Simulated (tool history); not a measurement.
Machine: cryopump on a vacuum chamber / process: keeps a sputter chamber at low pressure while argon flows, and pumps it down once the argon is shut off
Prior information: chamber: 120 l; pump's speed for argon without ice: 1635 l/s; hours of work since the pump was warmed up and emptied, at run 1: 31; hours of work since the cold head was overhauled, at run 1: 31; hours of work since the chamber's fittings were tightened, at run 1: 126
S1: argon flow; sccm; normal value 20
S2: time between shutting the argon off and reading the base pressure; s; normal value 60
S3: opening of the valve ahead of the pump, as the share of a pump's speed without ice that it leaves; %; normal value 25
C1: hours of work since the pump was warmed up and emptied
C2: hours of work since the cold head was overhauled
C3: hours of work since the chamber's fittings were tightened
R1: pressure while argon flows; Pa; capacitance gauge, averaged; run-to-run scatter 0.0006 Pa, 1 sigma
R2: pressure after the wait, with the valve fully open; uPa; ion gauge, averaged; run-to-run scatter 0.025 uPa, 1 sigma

run	hour	S1	S2	S3	C1	C2	C3	R1	R2
1	0	20	60	25	31	31	126	0.0828	1.06
2	48.1	20	60	25	52	52	146	0.0836	1.05
3	75.6	20	60	25	63	63	158	0.0832	1.04
4	105.6	20	60	25	76	76	171	0.0832	1.07
5	151.6	20	60	25	96	96	190	0.0829	1.04
6	186.9	20	60	25	111	111	205	0.0836	1.05
7	208.3	20	30	25	120	120	214	0.0853	1.86
8	241.1	20	60	25	134	134	228	0.0839	1.08
9	283.4	20	61	25	152	152	246	0.0844	1.04
10	322.7	24	61	25	169	169	263	0.1013	1
11	362.7	12	148	25	186	186	280	0.0508	0.57
12	397.2	12	148	25	200	200	295	0.0513	0.57
13	423.6	12	148	25	212	212	306	0.0505	0.58
14	474.6	12	148	25	233	233	328	0.0511	0.52
15	507.3	17	35	25	247	247	342	0.0726	1.69

What if the next run were any one of these 5? Each begins from the tool's condition after run 15:
A	528.1	17	35	47	256	256	351	?	?
B	528.1	20	165	45	256	256	351	?	?
C	528.1	20	46	25	256	256	351	?	?
D	528.1	19	260	28	256	256	351	?	?
E	528.1	21	60	25	256	256	351	?	?

run	R1	R2
A	0.0403	1.72
B	0.0494	0.54
C	0.0853	1.37
D	0.0725	0.41
E	0.0899	1.11
What these runs would have given with no unlogged condition in the tool:
run	R1	R2
A	0.038	1.66
B	0.0467	0.48
C	0.0825	1.31
D	0.0699	0.35
E	0.087	1.05
